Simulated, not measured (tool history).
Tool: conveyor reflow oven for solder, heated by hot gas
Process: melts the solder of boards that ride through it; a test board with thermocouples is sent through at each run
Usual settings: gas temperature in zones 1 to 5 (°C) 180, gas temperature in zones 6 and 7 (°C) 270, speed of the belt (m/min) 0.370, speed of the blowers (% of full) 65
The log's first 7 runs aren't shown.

run	day	gas temperature in zones 1 to 5 (°C)	gas temperature in zones 6 and 7 (°C)	speed of the belt (m/min)	speed of the blowers (% of full)	highest temperature of the board (°C)	time above the solder's melting point (s)
8	12.021	180	277	0.370	65	262.5	100.5
9	13.379	180	270	0.370	65	256.2	95.4
10	14.621	180	270	0.370	53	253.2	91.9
11	15.912	180	270	0.324	65	260.1	114.6
# day 16.617: flux residue cleaned out of gas plates and filters
12	17.404	180	270	0.324	65	260.6	115.9
13	19.662	180	270	0.370	56	254.7	93.6
14	21.200	185	270	0.370	56	255.8	98.3
15	22.292	185	270	0.370	65	257.6	100.7
16	24.046	181	270	0.370	65	257.0	97.9
# day 26.533: belt drive overhauled, speed set with a stopwatch
17	26.533	181	270	0.370	65	255.8	92.6
# day 27.300: flux residue cleaned out of gas plates and filters
18	29.171	181	270	0.370	65	256.9	93.7
19	31.267	180	268	0.412	65	251.6	77.9
20	33.921	180	268	0.412	65	251.4	78.3
21	35.996	184	278	0.370	79	267.2	104.0
# day 37.696: flux residue cleaned out of gas plates and filters
22	37.996	184	278	0.370	79	268.0	103.9
23	39.471	187	270	0.367	65	258.6	100.5
24	41.004	180	270	0.386	65	256.0	88.5
25	42.433	180	270	0.386	65	255.8	88.7
26	44.646	180	270	0.386	61	254.6	87.5
27	45.879	180	270	0.387	74	257.8	90.5
28	47.783	180	270	0.387	74	257.7	90.6
# day 48.175: flux residue cleaned out of gas plates and filters
29	49.958	180	267	0.393	80	256.6	88.8
30	51.375	180	263	0.393	80	253.1	85.8

Consider 4 possible next runs. They are alternatives, not a sequence: every one starts from the tool as it was left by run 30. What does each give?
A	53.571	180	263	0.362	65	?	?
B	53.571	170	270	0.413	65	?	?
C	53.571	180	258	0.370	65	?	?
D	53.571	180	263	0.336	80	?	?

run	highest temperature of the board (°C)	time above the solder's melting point (s)
A	252.5	92.0
B	252.3	74.5
C	247.5	85.0
D	256.6	105.5
Without the tool's unlogged condition, the same runs would have read:
run	highest temperature of the board (°C)	time above the solder's melting point (s)
A	250.5	88.9
B	250.3	71.7
C	245.5	81.7
D	254.6	102.5
